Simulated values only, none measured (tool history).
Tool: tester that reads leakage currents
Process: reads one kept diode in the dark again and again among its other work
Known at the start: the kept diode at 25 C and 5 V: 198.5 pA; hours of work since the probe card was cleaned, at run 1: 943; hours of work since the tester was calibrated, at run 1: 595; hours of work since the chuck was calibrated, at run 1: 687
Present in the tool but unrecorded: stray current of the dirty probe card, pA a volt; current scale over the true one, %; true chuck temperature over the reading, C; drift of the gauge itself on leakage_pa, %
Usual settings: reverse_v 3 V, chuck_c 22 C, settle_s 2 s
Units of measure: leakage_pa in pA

run,day,reverse_v,chuck_c,settle_s,hours of work since the probe card was cleaned,hours of work since the tester was calibrated,hours of work since the chuck was calibrated,leakage_pa
1,0,3,22,2,943,595,687,116.82
2,4.671,3,22,2,1014,666,758,117.07
3,8.325,3,22,2,1069,721,813,116.5
4,12.35,3,22,2,1130,782,874,117.39
5,15.892,3,22,2,1183,835,928,115.96
6,19.7,3,22,0.64,1241,893,986,117.06
7,22.142,3,22,0.64,1278,930,1022,117.16
8,26.312,3,22,0.64,1341,993,1086,117.08
9,28.742,3,22,0.64,1378,1030,1122,116.33
10,31.454,3,28,2,1419,1071,1163,184.6
11,36.312,3,28,2,1492,1144,1237,185.83
# day 38.904: chuck's temperature calibrated
12,39.258,4.05,31,0.98,1536,1188,5,278.65
13,43.342,4.05,41,0.98,1597,1249,67,566.66
14,48.6,6.35,44,7.24,1677,1329,147,910
15,53.917,1.54,25,4.38,1757,1409,227,99.25
16,58.95,12.4,48,2,1833,1485,303,1767.7
17,63.692,12.4,48,2,1905,1557,375,1764.38
18,66.617,10.06,22,2,1949,1601,419,235.91
19,69.417,16.41,22,4.72,1992,1644,462,317.75
20,72.133,16.37,39,4.79,2033,1685,503,1125.79
21,76.896,8.08,22,2,2105,1757,575,209.27
22,80.35,1.83,22,7.16,2157,1809,627,86.39

5 ways to go on from here, each from the tool as it stands after run 22. What would each give?
A,84.596,1.83,22,0.46,2221,1873,691,?
B,84.596,1.83,22,0.32,2221,1873,691,?
C,84.596,3,22,2,2221,1873,691,?
D,84.596,1.83,22,0.35,2221,1873,691,?
E,84.596,2.21,37,1.83,2221,1873,691,?

run,leakage_pa
A,87.42
B,87.65
C,115.84
D,87.6
E,300.68
Without the tool's hidden state the same runs would have given:
run,leakage_pa
A,87.36
B,87.6
C,115.76
D,87.54
E,300.53

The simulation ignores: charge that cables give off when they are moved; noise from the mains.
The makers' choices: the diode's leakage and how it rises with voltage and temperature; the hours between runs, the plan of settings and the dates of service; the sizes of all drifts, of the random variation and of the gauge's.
